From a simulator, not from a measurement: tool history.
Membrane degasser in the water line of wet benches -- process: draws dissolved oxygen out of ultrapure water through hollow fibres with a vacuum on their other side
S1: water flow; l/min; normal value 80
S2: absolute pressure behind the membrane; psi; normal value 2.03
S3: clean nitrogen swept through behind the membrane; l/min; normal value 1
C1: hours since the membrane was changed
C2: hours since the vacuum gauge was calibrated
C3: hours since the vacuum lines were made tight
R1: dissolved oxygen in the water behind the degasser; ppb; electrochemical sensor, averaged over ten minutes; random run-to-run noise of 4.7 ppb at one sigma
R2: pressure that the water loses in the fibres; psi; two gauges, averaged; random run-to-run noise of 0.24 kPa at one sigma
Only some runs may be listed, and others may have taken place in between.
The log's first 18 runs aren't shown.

run,hour,S1,S2,S3,C1,C2,C3,R1,R2
19,811,80,2.03,1,1059,408,8166,1313.3,8.927
20,870.3,80,2.03,1,1119,467,8225,1304.4,8.973
21,917.7,80,2.03,1.47,1166,514,8273,1025.2,8.947
22,963.2,57,2.1,1.47,1211,560,8318,827.1,6.424
23,1025.7,57,2.1,1.47,1274,622,8381,821.2,6.399
24,1066.8,57,2.1,1.47,1315,663,8422,823,6.395
25,1128.1,57,2.1,1.47,1376,725,8483,822.7,6.456
26,1171.1,110,1.29,1.47,1419,768,8526,755.2,12.422
27,1204.1,117,2.48,1.22,1452,801,8559,1830.5,13.258
28,1240.4,125,2.06,1.22,1489,837,8595,1591.2,14.159
29,1283.2,125,4.63,0.95,1531,880,8638,3675.3,14.298
30,1317.7,91,2.03,1.64,1566,914,8673,1052.7,10.369
31,1369.8,100,1.78,1,1618,966,8725,1316.2,11.338
32,1409.6,100,1.78,1,1658,1006,8765,1315.9,11.426
33,1439.1,100,1.78,1,1687,1036,8794,1311.9,11.422

Forecast each of these 3 alternatives for the next run:
A,1476.4,89,3.1,1,1725,1073,8831,?,?
B,1476.4,98,2.16,1.66,1725,1073,8831,?,?
C,1476.4,80,2.58,1,1725,1073,8831,?,?

run,R1,R2
A,2158.3,10.167
B,1177,11.187
C,1692.4,9.171
Without the tool's hidden state the same runs would have given:
run,R1,R2
A,2158.4,9.852
B,1177,10.842
C,1692.5,8.888

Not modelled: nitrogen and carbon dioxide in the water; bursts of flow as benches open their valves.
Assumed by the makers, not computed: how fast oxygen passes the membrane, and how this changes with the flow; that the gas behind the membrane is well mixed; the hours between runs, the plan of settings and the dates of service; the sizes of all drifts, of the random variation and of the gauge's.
